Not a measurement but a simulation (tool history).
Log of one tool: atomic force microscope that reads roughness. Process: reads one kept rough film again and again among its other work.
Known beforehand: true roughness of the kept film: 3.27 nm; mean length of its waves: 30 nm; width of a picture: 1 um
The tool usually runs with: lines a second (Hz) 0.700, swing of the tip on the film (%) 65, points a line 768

run	hour	lines a second (Hz)	swing of the tip on the film (%)	points a line	roughness of the kept film (nm (root mean square))
1	0.0	0.700	65	768	2.637
# hour 14.8: new tip fitted
2	27.7	0.700	65	768	2.557
# hour 42.9: new tip fitted
# hour 68.0: new tip fitted
3	73.2	1.465	65	768	2.755
# hour 95.3: new tip fitted
4	109.6	1.465	65	768	2.470
# hour 121.4: new tip fitted
5	144.9	1.465	65	768	2.237
# hour 147.4: new tip fitted
# hour 174.7: new tip fitted
# hour 175.7: height scale calibrated on a step standard
6	192.7	1.465	65	768	2.380
# hour 202.5: new tip fitted
7	220.1	1.465	74	312	2.263
# hour 229.5: new tip fitted
8	242.8	0.564	87	663	2.428
# hour 256.7: new tip fitted
9	270.9	0.700	74	768	2.526
# hour 281.9: new tip fitted
# hour 289.8: height scale calibrated on a step standard, once more
# hour 308.7: new tip fitted
10	318.9	0.700	61	768	2.612
# hour 336.8: new tip fitted
11	360.5	0.623	62	768	2.260

Here are 3 independent what-if runs from the current tool condition. What would each one return?
# hour 363.9: new tip fitted
# hour 389.9: new tip fitted
A	401.2	1.302	65	768	?
# hour 363.9: new tip fitted
# hour 389.9: new tip fitted
B	401.2	3.053	69	1023	?
# hour 363.9: new tip fitted
# hour 389.9: new tip fitted
C	401.2	0.700	65	495	?

run	roughness of the kept film (nm (root mean square))
A	2.536
B	2.399
C	2.569
With the hidden condition removed and each run's random variation left untouched, the same runs would have given:
run	roughness of the kept film (nm (root mean square))
A	2.872
B	2.717
C	2.911

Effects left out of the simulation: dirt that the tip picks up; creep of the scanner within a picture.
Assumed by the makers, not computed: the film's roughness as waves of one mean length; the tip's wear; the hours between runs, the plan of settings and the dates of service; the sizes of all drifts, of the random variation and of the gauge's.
